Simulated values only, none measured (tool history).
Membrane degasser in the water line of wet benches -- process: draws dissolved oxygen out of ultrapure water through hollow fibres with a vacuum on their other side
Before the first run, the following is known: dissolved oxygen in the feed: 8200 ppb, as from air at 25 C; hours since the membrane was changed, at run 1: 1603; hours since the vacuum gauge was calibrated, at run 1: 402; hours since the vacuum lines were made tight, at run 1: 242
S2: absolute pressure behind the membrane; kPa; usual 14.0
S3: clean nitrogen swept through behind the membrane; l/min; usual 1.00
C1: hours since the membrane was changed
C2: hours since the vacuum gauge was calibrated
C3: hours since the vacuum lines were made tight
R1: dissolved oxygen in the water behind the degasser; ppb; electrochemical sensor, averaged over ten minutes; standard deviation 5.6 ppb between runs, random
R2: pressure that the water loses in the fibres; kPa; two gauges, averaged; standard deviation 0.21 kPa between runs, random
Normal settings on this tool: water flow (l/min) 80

{"run": 1, "hour": 0.0, "water flow (l/min)": 80, "S2": 14.0, "S3": 1.0, "C1": 1603, "C2": 402, "C3": 242, "R1": 1305.6, "R2": 47.23}
{"run": 2, "hour": 49.9, "water flow (l/min)": 80, "S2": 14.0, "S3": 1.0, "C1": 1653, "C2": 452, "C3": 292, "R1": 1303.8, "R2": 47.21}
{"run": 3, "hour": 88.7, "water flow (l/min)": 80, "S2": 14.0, "S3": 1.0, "C1": 1692, "C2": 491, "C3": 331, "R1": 1304.6, "R2": 47.32}
{"run": 4, "hour": 142.9, "water flow (l/min)": 80, "S2": 27.5, "S3": 1.0, "C1": 1746, "C2": 545, "C3": 385, "R1": 2521.9, "R2": 47.23}
{"run": 5, "hour": 184.8, "water flow (l/min)": 80, "S2": 14.0, "S3": 1.0, "C1": 1788, "C2": 587, "C3": 427, "R1": 1309.4, "R2": 47.48}
{"run": 6, "hour": 239.8, "water flow (l/min)": 80, "S2": 21.1, "S3": 1.0, "C1": 1843, "C2": 642, "C3": 482, "R1": 1989.3, "R2": 47.59}
{"run": 7, "hour": 262.1, "water flow (l/min)": 80, "S2": 21.1, "S3": 1.0, "C1": 1866, "C2": 664, "C3": 504, "R1": 1994.1, "R2": 47.28}
{"run": 8, "hour": 288.2, "water flow (l/min)": 80, "S2": 21.1, "S3": 1.0, "C1": 1892, "C2": 690, "C3": 531, "R1": 1987.9, "R2": 47.44}
{"run": 9, "hour": 338.5, "water flow (l/min)": 80, "S2": 21.1, "S3": 1.0, "C1": 1942, "C2": 741, "C3": 581, "R1": 1991.9, "R2": 47.04}
{"run": 10, "hour": 377.3, "water flow (l/min)": 80, "S2": 21.1, "S3": 1.0, "C1": 1981, "C2": 779, "C3": 620, "R1": 1996.5, "R2": 47.41}
{"run": 11, "hour": 412.0, "water flow (l/min)": 80, "S2": 21.1, "S3": 1.0, "C1": 2016, "C2": 814, "C3": 654, "R1": 1996.1, "R2": 47.1}
{"run": 12, "hour": 451.7, "water flow (l/min)": 80, "S2": 21.1, "S3": 1.0, "C1": 2055, "C2": 854, "C3": 694, "R1": 1981.2, "R2": 47.31}
{"run": 13, "hour": 498.8, "water flow (l/min)": 80, "S2": 21.1, "S3": 1.19, "C1": 2102, "C2": 901, "C3": 741, "R1": 1789.9, "R2": 47.56}
{"run": 14, "hour": 526.6, "water flow (l/min)": 93, "S2": 14.0, "S3": 1.0, "C1": 2130, "C2": 929, "C3": 769, "R1": 1428.8, "R2": 55.03}
{"run": 15, "hour": 565.3, "water flow (l/min)": 80, "S2": 13.1, "S3": 1.0, "C1": 2169, "C2": 967, "C3": 808, "R1": 1213.2, "R2": 47.7}
{"run": 16, "hour": 590.9, "water flow (l/min)": 80, "S2": 13.1, "S3": 1.0, "C1": 2194, "C2": 993, "C3": 833, "R1": 1205.6, "R2": 47.25}
{"run": 17, "hour": 625.4, "water flow (l/min)": 80, "S2": 13.1, "S3": 1.0, "C1": 2229, "C2": 1027, "C3": 868, "R1": 1214.8, "R2": 47.53}
{"run": 18, "hour": 680.7, "water flow (l/min)": 121, "S2": 14.0, "S3": 0.5, "C1": 2284, "C2": 1083, "C3": 923, "R1": 2309.1, "R2": 72.06}
{"run": 19, "hour": 727.8, "water flow (l/min)": 89, "S2": 10.5, "S3": 0.77, "C1": 2331, "C2": 1130, "C3": 970, "R1": 1146.4, "R2": 52.24}
{"run": 20, "hour": 767.7, "water flow (l/min)": 58, "S2": 19.6, "S3": 1.57, "C1": 2371, "C2": 1170, "C3": 1010, "R1": 1102.8, "R2": 34.4}
{"run": 21, "hour": 789.9, "water flow (l/min)": 124, "S2": 10.4, "S3": 2.04, "C1": 2393, "C2": 1192, "C3": 1032, "R1": 788.8, "R2": 73.55}
{"run": 22, "hour": 817.0, "water flow (l/min)": 124, "S2": 10.4, "S3": 2.04, "C1": 2420, "C2": 1219, "C3": 1059, "R1": 790.6, "R2": 73.49}
{"run": 23, "hour": 839.3, "water flow (l/min)": 87, "S2": 14.0, "S3": 1.0, "C1": 2443, "C2": 1241, "C3": 1082, "R1": 1379.1, "R2": 51.61}
{"run": 24, "hour": 884.2, "water flow (l/min)": 52, "S2": 14.6, "S3": 1.12, "C1": 2488, "C2": 1286, "C3": 1127, "R1": 940.2, "R2": 31.05}
{"run": 25, "hour": 931.1, "water flow (l/min)": 76, "S2": 14.6, "S3": 1.12, "C1": 2535, "C2": 1333, "C3": 1173, "R1": 1223.2, "R2": 45.18}
{"run": 26, "hour": 971.6, "water flow (l/min)": 80, "S2": 14.0, "S3": 0.44, "C1": 2575, "C2": 1374, "C3": 1214, "R1": 2014.6, "R2": 47.45}
{"run": 27, "hour": 1006.8, "water flow (l/min)": 67, "S2": 21.3, "S3": 1.02, "C1": 2610, "C2": 1409, "C3": 1249, "R1": 1792.2, "R2": 39.66}
{"run": 28, "hour": 1040.4, "water flow (l/min)": 112, "S2": 31.1, "S3": 1.0, "C1": 2644, "C2": 1442, "C3": 1283, "R1": 3318.9, "R2": 66.27}
{"run": 29, "hour": 1091.7, "water flow (l/min)": 80, "S2": 14.0, "S3": 0.55, "C1": 2695, "C2": 1494, "C3": 1334, "R1": 1814.7, "R2": 47.22}
{"run": 30, "hour": 1125.1, "water flow (l/min)": 80, "S2": 12.1, "S3": 0.55, "C1": 2729, "C2": 1527, "C3": 1367, "R1": 1542.9, "R2": 47.28}
{"run": 31, "hour": 1157.9, "water flow (l/min)": 104, "S2": 15.2, "S3": 1.13, "C1": 2761, "C2": 1560, "C3": 1400, "R1": 1572.8, "R2": 61.72}
{"run": 32, "hour": 1183.5, "water flow (l/min)": 104, "S2": 10.9, "S3": 1.13, "C1": 2787, "C2": 1586, "C3": 1426, "R1": 1067.4, "R2": 61.56}
{"run": 33, "hour": 1212.9, "water flow (l/min)": 53, "S2": 12.0, "S3": 1.19, "C1": 2816, "C2": 1615, "C3": 1455, "R1": 727.2, "R2": 31.26}

Selected run-to-run steps in R1, each split into two signed amounts: the part the tool would show with no hidden state at all (from settings, incoming material and random variation), and the remainder, which goes to the hidden state together with any gauge scatter not common to the measured and the hidden-state-free results:
Hidden state at play: membrane still open, %; true pressure behind the membrane over the reading, kPa; air that leaks in behind the membrane, l/min; drift of the gauge itself on oxygen_ppb, %; drift of the gauge itself on loss_of_pressure_kpa, %.
Run 3 -> 4: S2 14.0 -> 27.5. R1 +1217.3 ppb: hidden state -0.5, all else +1217.8.
Run 19 -> 20: water flow (l/min) 89 -> 58, S2 10.5 -> 19.6, S3 0.77 -> 1.57. R1 -43.6 ppb: hidden state -3.4, all else -40.2.
Run 27 -> 28: water flow (l/min) 67 -> 112, S2 21.3 -> 31.1, S3 1.02 -> 1.00. R1 +1526.7 ppb: hidden state -0.3, all else +1527.0.
Run 28 -> 29: water flow (l/min) 112 -> 80, S2 31.1 -> 14.0, S3 1.00 -> 0.55. R1 -1504.2 ppb: hidden state +3.6, all else -1507.8.
Run 32 -> 33: water flow (l/min) 104 -> 53, S2 10.9 -> 12.0, S3 1.13 -> 1.19. R1 -340.2 ppb: hidden state -3.8, all else -336.4.
